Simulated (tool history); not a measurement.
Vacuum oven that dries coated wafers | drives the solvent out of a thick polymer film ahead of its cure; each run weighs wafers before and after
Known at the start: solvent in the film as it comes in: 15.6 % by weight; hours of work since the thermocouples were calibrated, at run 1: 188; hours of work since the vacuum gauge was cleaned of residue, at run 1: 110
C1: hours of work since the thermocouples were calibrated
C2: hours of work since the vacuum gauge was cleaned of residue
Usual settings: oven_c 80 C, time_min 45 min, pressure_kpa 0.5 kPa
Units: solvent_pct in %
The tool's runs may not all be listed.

run 1 hour=0 | oven_c=80 time_min=45 pressure_kpa=0.5 | C1=188 C2=110 | solvent_pct=2.35
run 2 hour=11.4 | oven_c=80 time_min=45 pressure_kpa=0.62 | C1=196 C2=117 | solvent_pct=2.38
run 3 hour=21.6 | oven_c=80 time_min=45 pressure_kpa=0.62 | C1=202 C2=124 | solvent_pct=2.36
run 4 hour=33.2 | oven_c=80 time_min=45 pressure_kpa=0.62 | C1=210 C2=132 | solvent_pct=2.39
run 5 hour=42.4 | oven_c=80 time_min=45 pressure_kpa=0.62 | C1=216 C2=138 | solvent_pct=2.35
run 6 hour=49.5 | oven_c=80 time_min=45 pressure_kpa=0.62 | C1=221 C2=143 | solvent_pct=2.39
run 7 hour=59.3 | oven_c=80 time_min=45 pressure_kpa=0.414 | C1=228 C2=149 | solvent_pct=2.33
run 8 hour=66.4 | oven_c=80 time_min=22 pressure_kpa=0.414 | C1=232 C2=154 | solvent_pct=5.49
run 9 hour=76.1 | oven_c=80 time_min=22 pressure_kpa=0.414 | C1=239 C2=161 | solvent_pct=5.48
run 10 hour=85.4 | oven_c=80 time_min=22 pressure_kpa=0.414 | C1=245 C2=167 | solvent_pct=5.45
run 11 hour=92.1 | oven_c=80 time_min=65 pressure_kpa=0.414 | C1=250 C2=171 | solvent_pct=1.14
run 12 hour=100.4 | oven_c=80 time_min=27 pressure_kpa=0.753 | C1=255 C2=177 | solvent_pct=4.57
run 13 hour=106.3 | oven_c=80 time_min=34 pressure_kpa=0.299 | C1=259 C2=181 | solvent_pct=3.47
run 14 hour=114.4 | oven_c=84 time_min=34 pressure_kpa=0.392 | C1=264 C2=186 | solvent_pct=2.71
run 15 hour=126.9 | oven_c=82 time_min=73 pressure_kpa=0.667 | C1=273 C2=195 | solvent_pct=0.8
run 16 hour=134.4 | oven_c=88 time_min=39 pressure_kpa=0.866 | C1=278 C2=200 | solvent_pct=1.73
run 17 hour=143.7 | oven_c=80 time_min=45 pressure_kpa=1.612 | C1=284 C2=206 | solvent_pct=2.67

The next listed run, before its measurement:
run 18 hour=156.5 | oven_c=69 time_min=24 pressure_kpa=0.912 | C1=293 C2=215 | solvent_pct=?

Run 18 gave solvent_pct 7.45 %.
Without the tool's hidden state the same run would have given solvent_pct 7.46 %.
